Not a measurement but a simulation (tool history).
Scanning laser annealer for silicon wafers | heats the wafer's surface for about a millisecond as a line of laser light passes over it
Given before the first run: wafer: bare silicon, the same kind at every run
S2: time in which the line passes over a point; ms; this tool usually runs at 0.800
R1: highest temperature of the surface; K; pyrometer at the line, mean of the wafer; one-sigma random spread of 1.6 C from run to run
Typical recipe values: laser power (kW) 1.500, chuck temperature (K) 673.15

{"run": 1, "hour": 0.0, "laser power (kW)": 1.5, "S2": 0.8, "chuck temperature (K)": 673.15, "R1": 1407.15}
{"run": 2, "hour": 68.3, "laser power (kW)": 1.376, "S2": 0.8, "chuck temperature (K)": 673.15, "R1": 1333.15}
{"run": 3, "hour": 109.5, "laser power (kW)": 1.376, "S2": 0.8, "chuck temperature (K)": 673.15, "R1": 1333.15}
{"run": 4, "hour": 147.3, "laser power (kW)": 1.5, "S2": 0.8, "chuck temperature (K)": 673.15, "R1": 1401.15}
{"run": 5, "hour": 208.6, "laser power (kW)": 1.5, "S2": 0.8, "chuck temperature (K)": 673.15, "R1": 1396.15}
{"run": 6, "hour": 284.1, "laser power (kW)": 1.5, "S2": 0.8, "chuck temperature (K)": 673.15, "R1": 1395.15}
{"hour": 294.3, "done": "laser's power meter calibrated"}
{"hour": 313.1, "done": "optics aligned, line set to its width"}
{"run": 7, "hour": 336.8, "laser power (kW)": 1.5, "S2": 0.565, "chuck temperature (K)": 673.15, "R1": 1281.15}
{"hour": 384.1, "done": "window over the wafer cleaned"}
{"run": 8, "hour": 385.6, "laser power (kW)": 1.5, "S2": 0.565, "chuck temperature (K)": 673.15, "R1": 1295.15}
{"hour": 419.3, "done": "laser's power meter calibrated, once more"}
{"run": 9, "hour": 433.0, "laser power (kW)": 1.5, "S2": 0.8, "chuck temperature (K)": 673.15, "R1": 1415.15}
{"run": 10, "hour": 514.2, "laser power (kW)": 1.5, "S2": 0.8, "chuck temperature (K)": 673.15, "R1": 1413.15}
{"run": 11, "hour": 558.6, "laser power (kW)": 1.5, "S2": 0.8, "chuck temperature (K)": 683.15, "R1": 1421.15}
{"run": 12, "hour": 628.6, "laser power (kW)": 1.451, "S2": 0.588, "chuck temperature (K)": 687.15, "R1": 1277.15}
{"run": 13, "hour": 700.6, "laser power (kW)": 1.486, "S2": 0.654, "chuck temperature (K)": 693.15, "R1": 1339.15}

Run 14, settings as shown, results not yet in. Your forecast:
{"run": 14, "hour": 741.0, "laser power (kW)": 1.486, "S2": 0.654, "chuck temperature (K)": 693.15, "R1": "?"}

{"run 14": {"R1": 1338.15}}
If the tool had no hidden condition, the same run with the same run-to-run variation would have returned R1 1350.15 K.
